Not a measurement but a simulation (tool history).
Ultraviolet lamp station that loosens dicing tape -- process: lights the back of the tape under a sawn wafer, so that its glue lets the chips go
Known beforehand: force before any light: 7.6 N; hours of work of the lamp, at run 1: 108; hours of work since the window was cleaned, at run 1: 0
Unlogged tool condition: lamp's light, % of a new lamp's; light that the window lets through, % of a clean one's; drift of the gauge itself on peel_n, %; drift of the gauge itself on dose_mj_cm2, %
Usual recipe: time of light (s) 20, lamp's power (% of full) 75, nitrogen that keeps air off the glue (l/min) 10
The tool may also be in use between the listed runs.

run,hour,time of light (s),lamp's power (% of full),nitrogen that keeps air off the glue (l/min),hours of work of the lamp,hours of work since the window was cleaned,force that peels the tape off (N),light that reached the tape (mJ/cm²)
1,0.0,20,75,10,108,0,0.590,192
2,32.6,20,75,10,134,26,0.587,196
3,59.7,20,75,6,155,48,0.697,194
4,87.7,20,75,10,177,70,0.597,194
5,110.1,20,75,10,195,88,0.597,197
6,138.8,20,75,10,218,111,0.621,198
7,165.3,20,75,10,239,132,0.600,196
8,192.4,20,75,10,260,153,0.583,191
9,231.4,20,75,10,291,184,0.578,196
10,251.1,20,75,10,307,200,0.598,198
# hour 276.4: window cleaned of glue's vapour
11,290.2,20,75,5,338,11,0.759,191
12,314.4,12,75,10,357,30,1.521,117
13,333.9,12,75,10,372,46,1.438,117
14,352.9,12,75,10,387,61,1.454,117
15,390.9,12,75,10,418,91,1.440,117
16,409.9,12,75,10,433,106,1.410,118
17,435.5,28,75,16,453,126,0.305,273
18,469.1,28,75,16,480,153,0.308,274
19,489.8,27,75,19,496,169,0.325,262
20,524.4,27,75,19,524,197,0.328,265

Expected results for the next run?
# hour 554.6: window cleaned of glue's vapour
21,556.7,27,75,20,549,2,?,?

force that peels the tape off (N): 0.301
light that reached the tape (mJ/cm²): 264
Were there no unlogged condition in the tool, this run, its random variation unchanged, would have produced force that peels the tape off (N) 0.300, light that reached the tape (mJ/cm²) 264.
